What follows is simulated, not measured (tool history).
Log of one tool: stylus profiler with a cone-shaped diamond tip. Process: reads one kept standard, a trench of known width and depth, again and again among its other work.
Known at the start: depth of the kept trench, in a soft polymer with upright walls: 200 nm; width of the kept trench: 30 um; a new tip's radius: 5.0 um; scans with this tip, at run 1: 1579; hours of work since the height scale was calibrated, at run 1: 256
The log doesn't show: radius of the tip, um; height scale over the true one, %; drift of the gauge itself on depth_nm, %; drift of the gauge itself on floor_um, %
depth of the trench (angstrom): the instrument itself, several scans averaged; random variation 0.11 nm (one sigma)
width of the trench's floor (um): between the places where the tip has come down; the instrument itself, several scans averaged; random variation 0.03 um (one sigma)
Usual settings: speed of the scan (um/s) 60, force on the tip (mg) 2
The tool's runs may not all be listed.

run     day  speed of the scan (um/s)  force on the tip (mg)  scans with this tip  hours of work since the height scale was calibrated  depth of the trench (angstrom)  width of the trench's floor (um)
  1       0                        60                      2                 1579                                                  256                          2018.1                             26.78
  2   0.658                        60                      2                 1643                                                  267                          2017.7                             26.81
  3   1.421                        60                      2                 1717                                                  279                          2018.1                             26.85
  4   2.217                        60                      2                 1793                                                  291                          2017.4                             26.83
  5   2.746                        60                      2                 1844                                                  299                          2016.1                              26.8
  6   3.446                        60                      2                 1912                                                  310                          2016.7                             26.77
  7   3.908                        60                      2                 1957                                                  318                          2016.6                             26.83
  8   4.717                        60                      2                 2035                                                  330                          2016.7                             26.81
  9   5.096                        60                      2                 2072                                                  336                          2015.6                             26.77
      5.179  -- height scale calibrated on a step standard
 10   5.829                       192                      2                 2140                                                   10                          2015.4                             26.26
 11   6.562                        40                   5.17                 2211                                                   22                          2033.9                             26.89
 12   7.021                        35                   3.43                 2256                                                   29                          2024.2                             26.88
 13   7.529                        32                   3.43                 2305                                                   37                          2024.3                             26.88
 14   8.238                       154                   4.66                 2373                                                   48                          2032.2                             26.58
 15   8.871                       107                   0.81                 2434                                                   58                          2005.9                             26.29
      9.071  -- height scale calibrated on a step standard, once more
 16     9.5                        60                   5.79                 2493                                                    7                          2040.6                             26.84
 17  10.212                        69                   4.26                 2562                                                   18                          2034.8                             26.76
 18  10.883                        69                   4.26                 2627                                                   28                          2033.7                             26.71
 19  11.275                        27                   1.28                 2664                                                   35                          2015.8                             26.84

Forecast each of these 5 alternatives for the next run:
  A  11.775                       175                   0.69                 2713                                                   42                               ?                                 ?
  B  11.775                        27                    3.7                 2713                                                   42                               ?                                 ?
  C  11.775                        27                   2.52                 2713                                                   42                               ?                                 ?
  D  11.775                        16                   1.28                 2713                                                   42                               ?                                 ?
  E  11.775                       161                      2                 2713                                                   42                               ?                                 ?

run  depth of the trench (angstrom)  width of the trench's floor (um)
  A                          2010.1                             25.84
  B                          2028.3                             26.91
  C                          2022.1                             26.83
  D                          2015.7                             26.89
  E                          2019.4                             26.33
Without the tool's hidden state the same runs would have given:
run  depth of the trench (angstrom)  width of the trench's floor (um)
  A                          2009.6                              26.1
  B                          2027.8                             27.18
  C                          2021.5                              27.1
  D                          2015.2                             27.15
  E                          2018.9                             26.59

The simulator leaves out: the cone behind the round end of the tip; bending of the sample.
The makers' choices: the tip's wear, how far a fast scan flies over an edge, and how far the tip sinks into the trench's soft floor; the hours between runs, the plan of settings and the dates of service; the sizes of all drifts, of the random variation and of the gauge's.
